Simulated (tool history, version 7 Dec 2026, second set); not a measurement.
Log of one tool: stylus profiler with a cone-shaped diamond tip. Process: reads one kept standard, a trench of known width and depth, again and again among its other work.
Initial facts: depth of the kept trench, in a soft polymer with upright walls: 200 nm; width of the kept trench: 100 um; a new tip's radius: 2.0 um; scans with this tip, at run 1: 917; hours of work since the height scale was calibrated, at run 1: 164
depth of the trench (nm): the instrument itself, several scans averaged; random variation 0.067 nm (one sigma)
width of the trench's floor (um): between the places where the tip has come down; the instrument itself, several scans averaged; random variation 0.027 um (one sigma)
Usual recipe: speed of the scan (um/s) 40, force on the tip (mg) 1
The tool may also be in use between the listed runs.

run	hour	speed of the scan (um/s)	force on the tip (mg)	scans with this tip	hours of work since the height scale was calibrated	depth of the trench (nm)	width of the trench's floor (um)
1	0	40	1	917	164	201.76	97.93
2	12.1	40	1	950	169	201.66	97.94
3	25.2	40	1	985	176	201.79	97.95
4	40.1	40	1.78	1025	183	202.61	97.99
5	49.7	40	1.78	1051	188	202.71	98.01
6	59.7	40	1	1078	192	201.7	97.94
7	68.4	40	0.38	1101	197	200.92	97.8
8	85	40	0.38	1146	205	200.84	97.79
9	103	82	1	1195	213	201.67	97.67
10	112.2	82	1	1220	218	201.71	97.69
11	127.2	40	1	1260	225	201.6	97.95
12	139.9	40	1	1294	231	201.69	97.99
13	149.6	40	1	1321	236	201.58	97.96
14	167.1	40	1	1368	244	201.66	97.93
15	182.7	40	1	1410	252	201.69	97.96
16	198.4	40	0.64	1452	259	201.16	97.94
17	212.4	40	0.64	1490	266	201.16	97.86
18	226.4	40	2.23	1528	273	203.09	98.04
19	238.6	40	1.76	1561	278	202.64	98.01
20	254.1	40	1	1602	286	201.74	97.96
21	271.4	40	1	1649	294	201.66	97.9
22	279.5	40	1	1671	298	201.7	97.99
23	295.3	40	1	1713	306	201.61	97.91
24	307.8	40	1	1747	312	201.59	97.96
25	323.4	67	0.78	1789	319	201.36	97.65
26	334.8	14	2.5	1820	325	203.24	98.18
27	349.8	14	2.5	1860	332	203.12	98.13
28	366.2	34	0.81	1905	340	201.39	97.99
29	380.5	71	0.43	1943	347	200.82	97.47
30	390.9	16	2.82	1971	352	203.62	98.17
31	406.6	40	0.9	2013	359	201.46	97.91
32	414.6	40	0.9	2035	363	201.44	97.93
33	428.5	140	0.45	2073	370	200.87	96.71
34	446.7	20	2.11	2122	379	202.86	98.13
35	455.3	20	2.11	2145	383	202.81	98.09
36	464.4	20	2.11	2169	387	202.68	98.17
37	480	98	0.64	2211	395	201.04	97.34
38	492.5	71	0.76	2245	401	201.25	97.63
39	506.3	102	0.77	2282	407	201.27	97.35
40	516	102	0.77	2309	412	201.33	97.35
41	532.1	56	0.84	2352	420	201.33	97.81
42	549.9	35	1.95	2400	428	202.56	98.06
43	558	58	0.97	2422	432	201.54	97.78
44	567.4	58	0.97	2447	437	201.59	97.79

Run 45 is up next; what results do you expect?
45	575	58	0.97	2468	440	?	?

{"run 45": {"depth of the trench (nm)": 201.5, "width of the trench's floor (um)": 97.74}}
On a tool with no hidden condition, and with the same random variation, this run would have come out at depth of the trench (nm) 201.81, width of the trench's floor (um) 97.79.
